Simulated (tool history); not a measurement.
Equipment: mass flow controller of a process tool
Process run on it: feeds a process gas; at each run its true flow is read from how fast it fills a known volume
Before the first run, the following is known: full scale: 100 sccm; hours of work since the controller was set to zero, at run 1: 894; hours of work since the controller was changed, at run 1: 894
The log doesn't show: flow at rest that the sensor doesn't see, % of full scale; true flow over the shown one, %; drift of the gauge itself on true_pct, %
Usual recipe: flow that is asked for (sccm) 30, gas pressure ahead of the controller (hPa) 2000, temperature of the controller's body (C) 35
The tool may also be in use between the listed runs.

run	hour	flow that is asked for (sccm)	gas pressure ahead of the controller (hPa)	temperature of the controller's body (C)	hours of work since the controller was set to zero	hours of work since the controller was changed	true flow (%)
1	0.0	30	2000	35	894	894	98.85
2	156.0	30	2000	35	987	987	98.59
3	333.5	30	2000	35	1092	1092	98.61
4	445.8	30	2000	35	1158	1158	98.56
5	658.4	30	2000	33	1285	1285	98.26
6	806.9	30	2000	33	1373	1373	98.22
7	1018.2	30	2000	35	1498	1498	98.07
8	1175.0	30	2000	35	1591	1591	98.08
9	1308.4	30	2000	35	1670	1670	97.86
10	1499.9	30	2000	35	1784	1784	97.68
11	1714.2	30	2000	35	1911	1911	97.62
12	1929.5	42	2000	35	2038	2038	98.07
13	2059.3	30	2750	32	2115	2115	97.26
14	2252.5	20	2170	32	2230	2230	96.20
15	2372.2	10	2390	22	2301	2301	93.14
16	2567.1	34	2160	38	2416	2416	97.34
17	2742.9	34	1550	21	2521	2521	97.03
18	2843.7	30	2000	38	2580	2580	97.12
19	2963.4	30	2000	38	2651	2651	96.88
20	3126.4	18	2000	27	2748	2748	95.03
21	3299.6	18	2000	27	2851	2851	94.89
22	3418.4	30	2190	22	2921	2921	96.17
23	3597.5	52	2150	21	3027	3027	97.26

Forecast each of these 5 alternatives for the next run:
A	3805.7	82	2720	22	3151	3151	?
B	3805.7	30	2000	30	3151	3151	?
C	3805.7	10	2060	28	3151	3151	?
D	3805.7	13	2000	35	3151	3151	?
E	3805.7	52	2150	34	3151	3151	?

run	true flow (%)
A	97.57
B	96.31
C	90.91
D	93.05
E	97.41
Without the tool's unlogged condition, the same runs would have read:
run	true flow (%)
A	99.62
B	99.97
C	99.61
D	100.01
E	99.99
